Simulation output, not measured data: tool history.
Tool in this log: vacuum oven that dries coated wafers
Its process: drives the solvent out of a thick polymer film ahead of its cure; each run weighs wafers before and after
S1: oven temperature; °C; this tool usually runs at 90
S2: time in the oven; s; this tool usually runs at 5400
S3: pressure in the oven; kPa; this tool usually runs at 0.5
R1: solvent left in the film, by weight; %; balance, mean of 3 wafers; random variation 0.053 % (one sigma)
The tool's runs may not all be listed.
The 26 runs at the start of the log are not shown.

{"run": 27, "hour": 744.2, "S1": 86, "S2": 8220, "S3": 0.259, "R1": 1.63}
{"run": 28, "hour": 774.0, "S1": 105, "S2": 4500, "S3": 0.842, "R1": 0.32}
{"run": 29, "hour": 804.3, "S1": 105, "S2": 4500, "S3": 0.842, "R1": 0.34}
{"run": 30, "hour": 833.0, "S1": 105, "S2": 4500, "S3": 0.842, "R1": 0.33}
{"run": 31, "hour": 869.1, "S1": 105, "S2": 4500, "S3": 0.842, "R1": 0.46}
{"run": 32, "hour": 900.2, "S1": 90, "S2": 9180, "S3": 1.203, "R1": 0.97}
{"run": 33, "hour": 930.1, "S1": 90, "S2": 9180, "S3": 1.203, "R1": 0.96}
{"run": 34, "hour": 966.6, "S1": 90, "S2": 9180, "S3": 1.203, "R1": 1.07}
{"run": 35, "hour": 988.4, "S1": 100, "S2": 9180, "S3": 0.886, "R1": 0.33}
{"run": 36, "hour": 1025.1, "S1": 100, "S2": 9180, "S3": 0.886, "R1": 0.3}
{"run": 37, "hour": 1065.7, "S1": 104, "S2": 6720, "S3": 0.9, "R1": 0.39}
{"run": 38, "hour": 1093.4, "S1": 104, "S2": 6720, "S3": 0.9, "R1": 0.27}
{"run": 39, "hour": 1116.0, "S1": 104, "S2": 6720, "S3": 0.9, "R1": 0.21}
{"run": 40, "hour": 1142.4, "S1": 83, "S2": 5700, "S3": 0.399, "R1": 4.71}
{"run": 41, "hour": 1178.0, "S1": 83, "S2": 5700, "S3": 0.399, "R1": 4.82}
{"run": 42, "hour": 1196.1, "S1": 98, "S2": 5700, "S3": 0.525, "R1": 0.59}
{"run": 43, "hour": 1214.8, "S1": 76, "S2": 2880, "S3": 0.84, "R1": 12.91}
{"run": 44, "hour": 1239.9, "S1": 76, "S2": 2880, "S3": 0.84, "R1": 13.23}
{"run": 45, "hour": 1276.2, "S1": 91, "S2": 5400, "S3": 0.374, "R1": 1.99}
{"run": 46, "hour": 1302.8, "S1": 90, "S2": 9420, "S3": 0.5, "R1": 0.59}

Forecast each of these 4 alternatives for the next run:
{"run": "A", "hour": 1319.5, "S1": 85, "S2": 5400, "S3": 0.5, "R1": "?"}
{"run": "B", "hour": 1319.5, "S1": 89, "S2": 2940, "S3": 0.553, "R1": "?"}
{"run": "C", "hour": 1319.5, "S1": 99, "S2": 7740, "S3": 0.5, "R1": "?"}
{"run": "D", "hour": 1319.5, "S1": 79, "S2": 8880, "S3": 0.894, "R1": "?"}

run=A R1=4.3
run=B R1=6.55
run=C R1=0.23
run=D R1=4.24
Take away the tool's hidden state, keep each run's random variation, and the runs would have read:
run=A R1=4.27
run=B R1=6.52
run=C R1=0.22
run=D R1=4.21

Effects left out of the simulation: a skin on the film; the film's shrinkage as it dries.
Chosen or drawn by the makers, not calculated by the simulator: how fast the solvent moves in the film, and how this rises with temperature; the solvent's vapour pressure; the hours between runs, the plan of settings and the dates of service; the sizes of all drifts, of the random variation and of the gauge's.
